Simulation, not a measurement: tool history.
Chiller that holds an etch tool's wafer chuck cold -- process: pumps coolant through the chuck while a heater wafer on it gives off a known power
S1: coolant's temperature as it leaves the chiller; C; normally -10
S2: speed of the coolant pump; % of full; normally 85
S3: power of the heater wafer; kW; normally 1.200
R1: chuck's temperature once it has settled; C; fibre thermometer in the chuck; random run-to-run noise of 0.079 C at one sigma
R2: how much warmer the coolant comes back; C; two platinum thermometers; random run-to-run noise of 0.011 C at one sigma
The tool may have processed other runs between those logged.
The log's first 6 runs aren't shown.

run   hour   S1  S2     S3     R1    R2
  7  161.8   -2  85  1.200   5.70  2.54
  8  176.5  -10  85  1.200  -2.22  2.56
  9  210.3  -10  85  1.200  -2.09  2.58
 10  225.0  -10  85  0.904  -3.99  1.96
 11  247.8  -10  85  0.904  -4.06  1.96
 12  279.4  -10  85  0.904  -4.15  1.99
 13  302.8  -11  85  0.904  -5.04  1.99
 14  337.0  -11  85  0.904  -5.05  1.99
 15  362.9  -11  85  0.928  -5.13  2.09
 16  377.8  -11  85  0.928  -4.71  2.06
 17  406.7  -13  91  1.200  -5.57  2.49
 18  439.0  -13  91  1.200  -5.46  2.49
 19  454.9   -7  62  1.754   7.54  5.13
 20  479.6   -2  65  1.754  12.17  4.90
 21  506.4   -2  65  1.754  11.98  4.92
 22  536.8  -15  65  1.754  -0.92  4.95

Expected results for the next run?
 23  558.9  -6  65  0.897   ?   ?

Run 23 yielded R1 1.18 C, R2 2.62 C.
Had the tool carried no hidden state, the very same run would have given R1 1.17 C, R2 2.42 C.
